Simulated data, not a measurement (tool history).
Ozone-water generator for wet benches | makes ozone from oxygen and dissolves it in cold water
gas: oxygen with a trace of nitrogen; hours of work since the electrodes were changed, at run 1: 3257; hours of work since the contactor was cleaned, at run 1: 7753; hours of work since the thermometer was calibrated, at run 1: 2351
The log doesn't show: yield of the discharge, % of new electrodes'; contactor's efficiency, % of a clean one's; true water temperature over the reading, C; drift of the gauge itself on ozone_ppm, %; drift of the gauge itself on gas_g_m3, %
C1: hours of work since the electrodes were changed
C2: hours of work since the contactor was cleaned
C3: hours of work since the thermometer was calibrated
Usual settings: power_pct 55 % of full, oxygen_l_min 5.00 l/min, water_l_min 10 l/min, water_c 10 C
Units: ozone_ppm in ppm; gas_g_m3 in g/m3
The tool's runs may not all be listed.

Run 1, hour 0.0: usual settings; C1 3257; C2 7753; C3 2351. Result: ozone_ppm 32.6 ppm, gas_g_m3 177.2 g/m3.
Run 2, hour 73.8: usual settings; C1 3327; C2 7823; C3 2421. Result: ozone_ppm 32.3 ppm, gas_g_m3 178.3 g/m3.
Run 3, hour 122.9: usual settings; C1 3373; C2 7869; C3 2468. Result: ozone_ppm 31.9 ppm, gas_g_m3 177.8 g/m3.
Run 4, hour 227.3: usual settings; C1 3472; C2 7968; C3 2567. Result: ozone_ppm 32.6 ppm, gas_g_m3 178.3 g/m3.
Run 5, hour 309.1: usual settings; C1 3550; C2 8046; C3 2644. Result: ozone_ppm 32.3 ppm, gas_g_m3 179.1 g/m3.
Run 6, hour 403.4: usual settings; C1 3639; C2 8135; C3 2733. Result: ozone_ppm 32.5 ppm, gas_g_m3 177.4 g/m3.
Run 7, hour 459.8: usual settings; C1 3692; C2 8188; C3 2787. Result: ozone_ppm 32.4 ppm, gas_g_m3 176.7 g/m3.
Run 8, hour 556.6: usual settings but power_pct 61 % of full; C1 3784; C2 8280; C3 2879. Result: ozone_ppm 34.1 ppm, gas_g_m3 187.7 g/m3.
Run 9, hour 632.7: usual settings but power_pct 61 % of full; C1 3856; C2 8352; C3 2951. Result: ozone_ppm 34.0 ppm, gas_g_m3 188.3 g/m3.
Run 10, hour 712.8: usual settings but power_pct 61 % of full; C1 3932; C2 8428; C3 3027. Result: ozone_ppm 34.0 ppm, gas_g_m3 188.3 g/m3.
Run 11, hour 782.2: usual settings but power_pct 70 % of full; C1 3998; C2 8494; C3 3092. Result: ozone_ppm 36.7 ppm, gas_g_m3 203.7 g/m3.
Run 12, hour 837.9: usual settings but power_pct 46 % of full; C1 4051; C2 8547; C3 3145. Result: ozone_ppm 29.8 ppm, gas_g_m3 163.0 g/m3.
Run 13, hour 920.1: usual settings but oxygen_l_min 5.59 l/min; C1 4129; C2 8625; C3 3223. Result: ozone_ppm 32.8 ppm, gas_g_m3 172.0 g/m3.
Run 14, hour 965.6: usual settings but oxygen_l_min 5.59 l/min; C1 4172; C2 8668; C3 3266. Result: ozone_ppm 32.3 ppm, gas_g_m3 172.9 g/m3.
Run 15, hour 1026.2: usual settings but power_pct 85 % of full, oxygen_l_min 5.59 l/min; C1 4229; C2 8725; C3 3324. Result: ozone_ppm 40.6 ppm, gas_g_m3 215.1 g/m3.
Run 16, hour 1071.6: usual settings but power_pct 85 % of full, oxygen_l_min 5.59 l/min; C1 4272; C2 8768; C3 3367. Result: ozone_ppm 40.8 ppm, gas_g_m3 214.6 g/m3.
Run 17, hour 1122.1: usual settings but power_pct 85 % of full, oxygen_l_min 8.13 l/min, water_c 12 C; C1 4320; C2 8816; C3 3415. Result: ozone_ppm 39.4 ppm, gas_g_m3 185.4 g/m3.
Run 18, hour 1186.3: usual settings but power_pct 85 % of full, oxygen_l_min 5.78 l/min, water_c 16 C; C1 4381; C2 8877; C3 3476. Result: ozone_ppm 36.5 ppm, gas_g_m3 213.2 g/m3.
Run 19, hour 1268.4: usual settings but power_pct 90 % of full; C1 4459; C2 8955; C3 3553. Result: ozone_ppm 41.6 ppm, gas_g_m3 230.3 g/m3.
Run 20, hour 1339.8: usual settings but power_pct 98 % of full, oxygen_l_min 4.90 l/min, water_l_min 14 l/min, water_c 17 C; C1 4527; C2 9023; C3 3621. Result: ozone_ppm 29.3 ppm, gas_g_m3 245.3 g/m3.
Run 21, hour 1419.0: usual settings but water_l_min 8 l/min; C1 4602; C2 9098; C3 3696. Result: ozone_ppm 38.1 ppm, gas_g_m3 180.6 g/m3.
Run 22, hour 1502.8: usual settings but water_l_min 8 l/min; C1 4681; C2 9177; C3 3775. Result: ozone_ppm 37.6 ppm, gas_g_m3 179.8 g/m3.
Run 23, hour 1566.8: usual settings but water_l_min 8 l/min; C1 4742; C2 9238; C3 3836. Result: ozone_ppm 37.8 ppm, gas_g_m3 180.7 g/m3.
Run 24, hour 1624.3: usual settings but water_l_min 14 l/min; C1 4796; C2 9292; C3 3891. Result: ozone_ppm 24.5 ppm, gas_g_m3 180.0 g/m3.
Run 25, hour 1683.0: usual settings but power_pct 99 % of full, oxygen_l_min 2.99 l/min; C1 4852; C2 9348; C3 3946. Result: ozone_ppm 40.5 ppm, gas_g_m3 295.0 g/m3.
Run 26, hour 1749.7: usual settings but power_pct 52 % of full, oxygen_l_min 4.63 l/min, water_l_min 15 l/min; C1 4915; C2 9411; C3 4009. Result: ozone_ppm 22.2 ppm, gas_g_m3 182.8 g/m3.
Run 27, hour 1835.4: usual settings but power_pct 52 % of full, oxygen_l_min 4.63 l/min, water_l_min 15 l/min; C1 4996; C2 9492; C3 4091. Result: ozone_ppm 21.8 ppm, gas_g_m3 181.0 g/m3.
At hour 1907.0: contactor cleaned.
Run 28, hour 1928.8: usual settings but power_pct 61 % of full, oxygen_l_min 4.12 l/min, water_l_min 11 l/min, water_c 11 C; C1 5081; C2 21; C3 4175. Result: ozone_ppm 30.5 ppm, gas_g_m3 205.1 g/m3.
Run 29, hour 1998.9: usual settings but power_pct 61 % of full, oxygen_l_min 4.12 l/min, water_l_min 11 l/min, water_c 11 C; C1 5147; C2 87; C3 4242. Result: ozone_ppm 30.8 ppm, gas_g_m3 205.2 g/m3.
Run 30, hour 2088.2: usual settings but power_pct 61 % of full, oxygen_l_min 4.12 l/min, water_l_min 11 l/min, water_c 11 C; C1 5232; C2 172; C3 4327. Result: ozone_ppm 30.4 ppm, gas_g_m3 203.4 g/m3.
Run 31, hour 2172.0: usual settings but power_pct 47 % of full, oxygen_l_min 2.62 l/min, water_l_min 11 l/min, water_c 7 C; C1 5311; C2 251; C3 4406. Result: ozone_ppm 25.5 ppm, gas_g_m3 215.7 g/m3.
Run 32, hour 2273.6: usual settings but power_pct 47 % of full, oxygen_l_min 2.62 l/min, water_l_min 11 l/min, water_c 7 C; C1 5408; C2 348; C3 4502. Result: ozone_ppm 25.7 ppm, gas_g_m3 212.7 g/m3.

Forecast each of these 4 alternatives for the next run:
Run A, hour 2360.3: usual settings but power_pct 47 % of full, oxygen_l_min 2.62 l/min, water_l_min 11 l/min, water_c 11 C; C1 5490; C2 430; C3 4584. Result: ozone_ppm ?, gas_g_m3 ?.
Run B, hour 2360.3: usual settings but power_pct 69 % of full, oxygen_l_min 2.62 l/min, water_l_min 7 l/min, water_c 7 C; C1 5490; C2 430; C3 4584. Result: ozone_ppm ?, gas_g_m3 ?.
Run C, hour 2360.3: usual settings but power_pct 74 % of full, water_l_min 6 l/min, water_c 16 C; C1 5490; C2 430; C3 4584. Result: ozone_ppm ?, gas_g_m3 ?.
Run D, hour 2360.3: usual settings but power_pct 59 % of full, oxygen_l_min 2.62 l/min, water_l_min 12 l/min, water_c 8 C; C1 5490; C2 430; C3 4584. Result: ozone_ppm ?, gas_g_m3 ?.

run  ozone_ppm  gas_g_m3
  A       24.6     214.8
  B       46.3     262.1
  C       46.2     212.5
  D       25.9     240.8
Without the tool's hidden state the same runs would have given:
run  ozone_ppm  gas_g_m3
  A       24.6     210.1
  B       46.4     256.4
  C       46.3     207.9
  D       26.0     235.6

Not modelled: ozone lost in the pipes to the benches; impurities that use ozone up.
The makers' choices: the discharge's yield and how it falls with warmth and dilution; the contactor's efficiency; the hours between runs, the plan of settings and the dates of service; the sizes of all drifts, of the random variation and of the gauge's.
